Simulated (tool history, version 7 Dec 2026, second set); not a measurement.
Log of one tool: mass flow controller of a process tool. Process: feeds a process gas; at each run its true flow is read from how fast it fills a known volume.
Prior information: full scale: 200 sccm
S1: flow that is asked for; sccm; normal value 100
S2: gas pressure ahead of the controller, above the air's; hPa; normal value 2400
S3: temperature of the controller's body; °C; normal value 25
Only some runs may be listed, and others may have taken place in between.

Run 1, hour 0.0: usual settings. Result: true flow (%) 98.84.
Run 2, hour 244.8: usual settings. Result: true flow (%) 98.94.
Run 3, hour 572.9: usual settings. Result: true flow (%) 98.87.
Run 4, hour 949.8: usual settings but S3 22 °C. Result: true flow (%) 98.71.
Run 5, hour 1153.3: usual settings but S1 33 sccm. Result: true flow (%) 98.25.
Run 6, hour 1416.7: usual settings but S1 62 sccm. Result: true flow (%) 98.60.
Run 7, hour 1625.6: usual settings but S1 62 sccm. Result: true flow (%) 98.54.
Run 8, hour 2006.9: usual settings but S1 62 sccm. Result: true flow (%) 98.56.
Run 9, hour 2340.8: usual settings but S1 62 sccm. Result: true flow (%) 98.52.
Run 10, hour 2559.0: usual settings but S1 62 sccm. Result: true flow (%) 98.54.
Run 11, hour 2884.5: usual settings but S1 39 sccm, S2 1980 hPa. Result: true flow (%) 98.55.

Expected results for the next run?
Run 12, hour 3165.7: usual settings but S1 39 sccm, S2 1420 hPa. Result: true flow (%) ?.

Logged for run 12: true flow (%) 98.94.
The same run, on a tool lacking any hidden state, would have yielded true flow (%) 98.97.
